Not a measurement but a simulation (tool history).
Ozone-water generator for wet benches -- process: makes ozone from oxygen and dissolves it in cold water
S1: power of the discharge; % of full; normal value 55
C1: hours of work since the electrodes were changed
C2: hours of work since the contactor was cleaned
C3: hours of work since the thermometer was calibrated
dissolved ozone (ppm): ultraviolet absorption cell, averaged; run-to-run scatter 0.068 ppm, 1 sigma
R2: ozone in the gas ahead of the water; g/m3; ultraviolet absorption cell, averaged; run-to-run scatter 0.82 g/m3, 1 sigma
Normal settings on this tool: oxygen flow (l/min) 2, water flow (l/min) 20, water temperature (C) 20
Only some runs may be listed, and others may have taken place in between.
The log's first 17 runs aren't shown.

run 18 hour=862.1 | S1=55 oxygen_flow_(l/min)=2.38 water_flow_(l/min)=25 water_temperature_(C)=20 | C1=2690 C2=3337 C3=2327 | dissolved_ozone_(ppm)=6.71 R2=117.2
run 19 hour=928.9 | S1=55 oxygen_flow_(l/min)=1.39 water_flow_(l/min)=22 water_temperature_(C)=13 | C1=2745 C2=3391 C3=2382 | dissolved_ozone_(ppm)=6.31 R2=141.7
run 20 hour=981.1 | S1=63 oxygen_flow_(l/min)=1.39 water_flow_(l/min)=22 water_temperature_(C)=18 | C1=2788 C2=3434 C3=2425 | dissolved_ozone_(ppm)=6.72 R2=157.8
run 21 hour=1029.2 | S1=63 oxygen_flow_(l/min)=1.39 water_flow_(l/min)=22 water_temperature_(C)=18 | C1=2827 C2=3474 C3=2464 | dissolved_ozone_(ppm)=6.78 R2=158.5
run 22 hour=1064.6 | S1=63 oxygen_flow_(l/min)=1.39 water_flow_(l/min)=22 water_temperature_(C)=18 | C1=2856 C2=3503 C3=2494 | dissolved_ozone_(ppm)=6.79 R2=158.4
run 23 hour=1099.1 | S1=75 oxygen_flow_(l/min)=2 water_flow_(l/min)=20 water_temperature_(C)=17 | C1=2885 C2=3531 C3=2522 | dissolved_ozone_(ppm)=10.15 R2=156
run 24 hour=1148.4 | S1=55 oxygen_flow_(l/min)=2 water_flow_(l/min)=24 water_temperature_(C)=20 | C1=2925 C2=3572 C3=2562 | dissolved_ozone_(ppm)=6.5 R2=125.6
run 25 hour=1189.7 | S1=55 oxygen_flow_(l/min)=2 water_flow_(l/min)=26 water_temperature_(C)=18 | C1=2959 C2=3606 C3=2596 | dissolved_ozone_(ppm)=6.06 R2=125.8
run 26 hour=1258.4 | S1=55 oxygen_flow_(l/min)=3.4 water_flow_(l/min)=20 water_temperature_(C)=18 | C1=3016 C2=3662 C3=2653 | dissolved_ozone_(ppm)=9.41 R2=104
run 27 hour=1293.2 | S1=93 oxygen_flow_(l/min)=2 water_flow_(l/min)=28 water_temperature_(C)=20 | C1=3044 C2=3691 C3=2681 | dissolved_ozone_(ppm)=8.1 R2=184.3
run 28 hour=1340.1 | S1=55 oxygen_flow_(l/min)=2 water_flow_(l/min)=19 water_temperature_(C)=20 | C1=3083 C2=3729 C3=2720 | dissolved_ozone_(ppm)=8.07 R2=124.2
run 29 hour=1401.7 | S1=55 oxygen_flow_(l/min)=2 water_flow_(l/min)=19 water_temperature_(C)=20 | C1=3133 C2=3780 C3=2770 | dissolved_ozone_(ppm)=8.13 R2=123.8
run 30 hour=1434.8 | S1=55 oxygen_flow_(l/min)=1.9 water_flow_(l/min)=18 water_temperature_(C)=20 | C1=3161 C2=3807 C3=2798 | dissolved_ozone_(ppm)=8.26 R2=126.8
run 31 hour=1498.9 | S1=71 oxygen_flow_(l/min)=1.27 water_flow_(l/min)=14 water_temperature_(C)=24 | C1=3213 C2=3860 C3=2850 | dissolved_ozone_(ppm)=10.58 R2=175.6
run 32 hour=1561.5 | S1=49 oxygen_flow_(l/min)=1.05 water_flow_(l/min)=13 water_temperature_(C)=19 | C1=3265 C2=3911 C3=2902 | dissolved_ozone_(ppm)=8.36 R2=146.1
run 33 hour=1620 | S1=49 oxygen_flow_(l/min)=1.05 water_flow_(l/min)=13 water_temperature_(C)=19 | C1=3313 C2=3959 C3=2950 | dissolved_ozone_(ppm)=8.27 R2=144.8
run 34 hour=1657.8 | S1=53 oxygen_flow_(l/min)=2.16 water_flow_(l/min)=20 water_temperature_(C)=19 | C1=3344 C2=3990 C3=2981 | dissolved_ozone_(ppm)=7.86 R2=118.7

3 ways to go on from here, each from the tool as it stands after run 34. What would each give?
run A hour=1731.3 | S1=53 oxygen_flow_(l/min)=2.16 water_flow_(l/min)=12 water_temperature_(C)=21 | C1=3404 C2=4051 C3=3041 | dissolved_ozone_(ppm)=? R2=?
run B hour=1731.3 | S1=53 oxygen_flow_(l/min)=1.36 water_flow_(l/min)=20 water_temperature_(C)=19 | C1=3404 C2=4051 C3=3041 | dissolved_ozone_(ppm)=? R2=?
run C hour=1731.3 | S1=55 oxygen_flow_(l/min)=2 water_flow_(l/min)=26 water_temperature_(C)=20 | C1=3404 C2=4051 C3=3041 | dissolved_ozone_(ppm)=? R2=?

run=A dissolved_ozone_(ppm)=11.77 R2=117.9
run=B dissolved_ozone_(ppm)=6.43 R2=139.4
run=C dissolved_ozone_(ppm)=5.98 R2=124
With no hidden state in the tool, these same runs would have given:
run=A dissolved_ozone_(ppm)=12.42 R2=121.9
run=B dissolved_ozone_(ppm)=6.84 R2=144.1
run=C dissolved_ozone_(ppm)=6.39 R2=128.4
